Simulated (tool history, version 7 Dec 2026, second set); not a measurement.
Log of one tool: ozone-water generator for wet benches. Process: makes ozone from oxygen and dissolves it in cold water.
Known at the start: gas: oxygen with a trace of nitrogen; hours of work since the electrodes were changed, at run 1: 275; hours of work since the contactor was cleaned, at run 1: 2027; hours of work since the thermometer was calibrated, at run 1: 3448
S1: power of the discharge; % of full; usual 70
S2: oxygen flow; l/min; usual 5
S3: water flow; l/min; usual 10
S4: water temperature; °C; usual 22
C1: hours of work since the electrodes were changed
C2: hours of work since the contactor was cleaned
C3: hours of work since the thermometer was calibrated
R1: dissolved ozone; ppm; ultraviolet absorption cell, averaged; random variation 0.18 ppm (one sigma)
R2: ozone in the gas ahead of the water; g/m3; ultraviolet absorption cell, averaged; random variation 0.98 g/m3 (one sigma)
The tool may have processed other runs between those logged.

| run | hour | S1 | S2 | S3 | S4 | C1 | C2 | C3 | R1 | R2 |
|---|---|---|---|---|---|---|---|---|---|---|
| 1 | 0 | 70 | 5 | 10 | 22 | 275 | 2027 | 3448 | 23.9 | 166.7 |
| 2 | 37.1 | 70 | 3.33 | 10 | 22 | 298 | 2050 | 3471 | 25 | 202.8 |
| 3 | 64.9 | 70 | 3.33 | 10 | 22 | 316 | 2068 | 3489 | 24.6 | 202.6 |
| 4 | 98.3 | 70 | 5 | 10 | 16 | 337 | 2089 | 3510 | 27.1 | 166.1 |
| 5 | 116.8 | 70 | 5 | 10 | 16 | 349 | 2101 | 3522 | 27.4 | 166.1 |
| 6 | 151 | 70 | 5 | 10 | 16 | 371 | 2123 | 3544 | 27.2 | 166.7 |
| 7 | 178.4 | 70 | 5 | 10 | 16 | 388 | 2140 | 3561 | 26.8 | 163.8 |
| 8 | 210 | 70 | 5 | 10 | 16 | 409 | 2161 | 3582 | 27 | 164.4 |
| 9 | 234.1 | 70 | 5 | 10 | 16 | 424 | 2176 | 3597 | 27 | 167.2 |
| 10 | 256.4 | 70 | 5 | 10 | 16 | 438 | 2190 | 3611 | 26.9 | 164.2 |
|  | 262 | contactor cleaned |
| 11 | 298.3 | 70 | 5 | 10 | 16 | 462 | 23 | 3635 | 26.6 | 164.4 |
| 12 | 320.1 | 70 | 3.5 | 10 | 16 | 476 | 37 | 3649 | 27.1 | 198 |
| 13 | 350.4 | 70 | 6.79 | 10 | 22 | 496 | 56 | 3669 | 22.7 | 142.1 |
| 14 | 367.5 | 70 | 6.79 | 10 | 22 | 507 | 67 | 3680 | 22.5 | 143.5 |
| 15 | 402.2 | 70 | 6.79 | 10 | 22 | 529 | 89 | 3702 | 22.6 | 143.3 |
| 16 | 437.3 | 70 | 6.79 | 10 | 22 | 551 | 112 | 3724 | 22.7 | 142.4 |
| 17 | 453.7 | 70 | 6.79 | 10 | 22 | 562 | 122 | 3735 | 22.1 | 143.6 |
| 18 | 490.6 | 70 | 6.79 | 10 | 22 | 585 | 146 | 3758 | 22.9 | 143.3 |
|  | 498.1 | contactor cleaned, once more |
| 19 | 517.9 | 84 | 8.6 | 10 | 22 | 600 | 13 | 3773 | 24.9 | 146.4 |
| 20 | 556.5 | 62 | 3.08 | 14 | 22 | 625 | 37 | 3798 | 17.7 | 191.2 |
| 21 | 575.5 | 70 | 3.18 | 10 | 22 | 637 | 49 | 3810 | 25.2 | 206.1 |
| 22 | 602.1 | 70 | 3.18 | 10 | 22 | 654 | 66 | 3827 | 25.1 | 205.9 |
| 23 | 624.6 | 66 | 5.31 | 7 | 22 | 668 | 81 | 3841 | 27.3 | 152.2 |
| 24 | 661.3 | 66 | 5.31 | 7 | 22 | 691 | 104 | 3864 | 27.2 | 151.6 |
| 25 | 681.2 | 66 | 5.31 | 7 | 19 | 704 | 117 | 3877 | 29.2 | 154 |
| 26 | 716 | 50 | 6.7 | 10 | 29 | 726 | 139 | 3899 | 15 | 110.9 |
| 27 | 748.1 | 63 | 5 | 10 | 19 | 747 | 159 | 3920 | 23.3 | 153.2 |
| 28 | 784.6 | 70 | 5 | 10 | 22 | 770 | 183 | 3943 | 24.1 | 164.5 |
| 29 | 816.9 | 59 | 5 | 15 | 22 | 791 | 203 | 3964 | 16.4 | 144.8 |
| 30 | 840.8 | 57 | 4.1 | 12 | 26 | 806 | 219 | 3979 | 17.3 | 155.4 |
| 31 | 874.7 | 57 | 3.31 | 16 | 21 | 828 | 240 | 4001 | 15.3 | 173 |
| 32 | 905.5 | 48 | 3.31 | 10 | 21 | 847 | 260 | 4020 | 19.1 | 151.7 |
| 33 | 926.3 | 70 | 2.88 | 7 | 29 | 860 | 273 | 4034 | 27.3 | 216.4 |

Some steps in R1 between neighbouring runs. How much of each would the tool show without its hidden state too (settings, what came in, random variation), and how much is left for the hidden state, with any gauge scatter that isn't in both results?
Hidden state at play: yield of the discharge, % of new electrodes'; contactor's efficiency, % of a clean one's; true water temperature over the reading, C; drift of the gauge itself on ozone_ppm, %; drift of the gauge itself on gas_g_m3, %.
Run 19 -> 20: S1 84 -> 62, S2 8.6 -> 3.08, S3 10 -> 14. R1 -7.2 ppm: hidden state +0.6, all else -7.8.
Run 25 -> 26: S1 66 -> 50, S2 5.31 -> 6.7, S3 7 -> 10, S4 19 -> 29. R1 -14.2 ppm: hidden state +0.6, all else -14.8.
Run 26 -> 27: S1 50 -> 63, S2 6.7 -> 5, S4 29 -> 19. R1 +8.3 ppm: hidden state -0.4, all else +8.7.
Run 32 -> 33: S1 48 -> 70, S2 3.31 -> 2.88, S3 10 -> 7, S4 21 -> 29. R1 +8.2 ppm: hidden state -0.6, all else +8.8.
